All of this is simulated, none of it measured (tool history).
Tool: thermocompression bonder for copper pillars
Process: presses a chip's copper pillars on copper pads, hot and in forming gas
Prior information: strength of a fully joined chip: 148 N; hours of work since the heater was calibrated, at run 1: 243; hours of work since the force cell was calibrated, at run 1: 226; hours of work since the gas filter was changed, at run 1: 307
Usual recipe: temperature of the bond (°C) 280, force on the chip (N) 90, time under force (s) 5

run     day  temperature of the bond (°C)  force on the chip (N)  time under force (s)  hours of work since the heater was calibrated  hours of work since the force cell was calibrated  hours of work since the gas filter was changed  force that shears a chip off (N)
  1   0.000                           280                     90                     5                                            243                                                226                                             307                              88.0
  2   0.517                           280                    121                     5                                            252                                                236                                             317                             109.7
  3   1.133                           280                    121                     5                                            264                                                248                                             328                             108.6
  4   1.483                           280                    121                     5                                            270                                                254                                             335                             107.0
  5   1.779                           280                    121                     3                                            276                                                260                                             340                              95.6
  6   2.267                           270                    121                     3                                            285                                                269                                             349                              85.0
  7   2.533                           270                    121                     3                                            290                                                274                                             354                              87.3
  8   2.933                           282                    121                     3                                            297                                                281                                             362                              96.8
  9   3.558                           282                    121                     3                                            309                                                293                                             373                              93.5
 10   3.971                           280                     90                     5                                            316                                                300                                             381                              86.1
 11   4.462                           280                     90                     5                                            326                                                309                                             390                              85.2
 12   4.983                           280                     90                     5                                            335                                                319                                             400                              84.9
 13   5.317                           280                     90                    10                                            342                                                325                                             406                             101.5
 14   5.679                           280                     90                    10                                            348                                                332                                             413                             102.3
 15   6.133                           280                     90                    10                                            357                                                341                                             421                             103.5
 16   6.679                           280                     90                     5                                            367                                                351                                             431                              85.4
 17   7.208                           280                     90                     5                                            377                                                361                                             441                              85.8
 18   7.746                           280                     90                     5                                            387                                                371                                             451                              85.1
      8.079  -- forming gas filter changed
 19   8.154                           280                     90                     5                                            394                                                378                                               1                              95.8
 20   8.650                           280                     90                     5                                            403                                                387                                              11                              92.9
 21   9.100                           280                    133                     4                                            412                                                395                                              19                             113.8
 22   9.621                           293                     64                     4                                            421                                                405                                              29                              74.6
 23  10.046                           295                    117                     4                                            429                                                413                                              37                             116.7
 24  10.317                           280                    105                     3                                            434                                                418                                              42                              91.6
 25  10.721                           289                    115                    11                                            442                                                426                                              49                             130.8
 26  11.038                           266                    132                    10                                            448                                                431                                              55                             121.2
 27  11.338                           306                    132                    10                                            453                                                437                                              61                             138.8
 28  11.708                           306                    132                    10                                            460                                                444                                              68                             141.2
 29  12.042                           306                    132                    10                                            466                                                450                                              74                             141.9
 30  12.408                           306                    132                    10                                            473                                                457                                              81                             140.4
 31  12.854                           306                    132                    10                                            481                                                465                                              89                             137.8
 32  13.396                           293                     84                     3                                            491                                                475                                              99                              80.4
 33  13.812                           280                     65                     5                                            499                                                483                                             107                              69.9
 34  14.212                           265                     74                     8                                            507                                                491                                             114                              74.5
 35  14.779                           295                     56                     8                                            517                                                501                                             125                              81.4
 36  15.296                           295                     56                     8                                            527                                                511                                             134                              82.4
 37  15.688                           301                     73                     5                                            534                                                518                                             142                              92.0
 38  16.079                           300                     90                     5                                            541                                                525                                             149                             106.3
 39  16.650                           300                     90                     5                                            552                                                536                                             159                             105.2
 40  17.096                           303                     90                     5                                            560                                                544                                             168                             109.7

Pick out some run-to-run changes in force that shears a chip off (N). Of each, how much would a tool without hidden state show as well, from the settings, what came in and chance, and how much is left for the hidden state and any gauge scatter not in both results compared?
Hidden conditions of the tool in this case: true temperature of the bond over the reading, C; force that reaches the chip, % of what is set; oxide that the forming gas leaves, % of the face; drift of the gauge itself on shear_n, %.
Run 1 -> 2: force on the chip (N) 90 -> 121. force that shears a chip off (N) +21.7: hidden state -1.7, all else +23.4.
Run 12 -> 13: time under force (s) 5 -> 10. force that shears a chip off (N) +16.6: hidden state -1.7, all else +18.3.
Run 18 -> 19: forming gas filter changed. force that shears a chip off (N) +10.7: hidden state +9.3, all else +1.4.
Run 22 -> 23: temperature of the bond (°C) 293 -> 295, force on the chip (N) 64 -> 117. force that shears a chip off (N) +42.1: hidden state -0.2, all else +42.3.
Run 24 -> 25: temperature of the bond (°C) 280 -> 289, force on the chip (N) 105 -> 115, time under force (s) 3 -> 11. force that shears a chip off (N) +39.2: hidden state +0.4, all else +38.8.
Run 31 -> 32: temperature of the bond (°C) 306 -> 293, force on the chip (N) 132 -> 84, time under force (s) 10 -> 3. force that shears a chip off (N) -57.4: hidden state -0.9, all else -56.5.
